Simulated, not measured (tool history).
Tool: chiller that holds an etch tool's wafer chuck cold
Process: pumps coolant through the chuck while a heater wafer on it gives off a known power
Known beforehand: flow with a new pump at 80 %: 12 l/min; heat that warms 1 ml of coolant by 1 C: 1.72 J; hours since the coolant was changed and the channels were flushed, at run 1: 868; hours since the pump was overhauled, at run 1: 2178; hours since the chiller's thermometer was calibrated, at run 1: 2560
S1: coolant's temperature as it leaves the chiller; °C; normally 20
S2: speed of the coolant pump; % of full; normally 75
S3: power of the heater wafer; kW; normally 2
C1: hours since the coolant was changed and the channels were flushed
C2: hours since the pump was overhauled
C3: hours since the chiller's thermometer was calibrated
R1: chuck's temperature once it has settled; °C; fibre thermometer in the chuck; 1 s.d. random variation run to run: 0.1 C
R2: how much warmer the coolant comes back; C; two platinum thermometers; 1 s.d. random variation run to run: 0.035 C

| run | hour | S1 | S2 | S3 | C1 | C2 | C3 | R1 | R2 |
|---|---|---|---|---|---|---|---|---|---|
| 1 | 0 | 20 | 75 | 2 | 868 | 2178 | 2560 | 39.3 | 6.21 |
| 2 | 55.6 | 13 | 75 | 2 | 924 | 2234 | 2615 | 32.3 | 6.25 |
| 3 | 88.9 | 13 | 75 | 2 | 957 | 2267 | 2649 | 32.5 | 6.24 |
| 4 | 128.3 | 20 | 75 | 2 | 997 | 2307 | 2688 | 39.5 | 6.16 |
| 5 | 162 | 20 | 75 | 2 | 1030 | 2340 | 2722 | 39.3 | 6.23 |
| 6 | 202.8 | 20 | 76 | 2 | 1071 | 2381 | 2763 | 39.2 | 6.16 |
| 7 | 250.4 | 20 | 76 | 2 | 1119 | 2429 | 2810 | 39.3 | 6.21 |
| 8 | 301 | 20 | 76 | 2 | 1169 | 2479 | 2861 | 39.1 | 6.26 |
| 9 | 344.1 | 20 | 76 | 2 | 1212 | 2522 | 2904 | 39.1 | 6.2 |
| 10 | 378 | 20 | 76 | 2 | 1246 | 2556 | 2938 | 39.2 | 6.22 |
| 11 | 408.8 | 20 | 76 | 2 | 1277 | 2587 | 2968 | 39.3 | 6.25 |
| 12 | 446.6 | 20 | 65 | 2 | 1315 | 2625 | 3006 | 41.7 | 7.34 |
| 13 | 477.9 | 20 | 65 | 2 | 1346 | 2656 | 3038 | 41.5 | 7.31 |
| 14 | 516.9 | 20 | 92 | 2 | 1385 | 2695 | 3077 | 36.4 | 5.21 |
| 15 | 561.7 | 20 | 91 | 2 | 1430 | 2740 | 3121 | 36.6 | 5.31 |
| 16 | 604 | 20 | 91 | 2 | 1472 | 2782 | 3164 | 36.7 | 5.31 |
| 17 | 637.4 | 10 | 83 | 1.83 | 1506 | 2816 | 3197 | 26.4 | 5.31 |
| 18 | 677.3 | 10 | 83 | 1.83 | 1546 | 2856 | 3237 | 26.6 | 5.37 |
| 19 | 705.2 | 10 | 83 | 1.83 | 1573 | 2884 | 3265 | 26.3 | 5.28 |
| 20 | 750 | 10 | 83 | 1.83 | 1618 | 2928 | 3310 | 26.5 | 5.39 |
| 21 | 777.3 | 10 | 83 | 1.83 | 1646 | 2956 | 3337 | 26.4 | 5.34 |
| 22 | 807.3 | 13 | 68 | 1.874 | 1676 | 2986 | 3367 | 32.6 | 6.68 |
| 23 | 834.7 | 28 | 82 | 1.853 | 1703 | 3013 | 3394 | 44.8 | 5.56 |
| 24 | 889.8 | 23 | 96 | 2.262 | 1758 | 3068 | 3449 | 41.2 | 5.79 |
| 25 | 927.2 | 20 | 77 | 2 | 1796 | 3106 | 3487 | 39 | 6.3 |
| 26 | 977.8 | 19 | 67 | 2 | 1846 | 3156 | 3537 | 40.2 | 7.24 |

Run 27, settings as shown, results not yet in. Your forecast:
| 27 | 1005.6 | 21 | 67 | 2 | 1874 | 3184 | 3565 | ? | ? |

Run 27 gave R1 42.3 °C, R2 7.29 C.
If the tool had no hidden condition, the same run with the same run-to-run variation would have returned R1 42.2 °C, R2 6.97 C.

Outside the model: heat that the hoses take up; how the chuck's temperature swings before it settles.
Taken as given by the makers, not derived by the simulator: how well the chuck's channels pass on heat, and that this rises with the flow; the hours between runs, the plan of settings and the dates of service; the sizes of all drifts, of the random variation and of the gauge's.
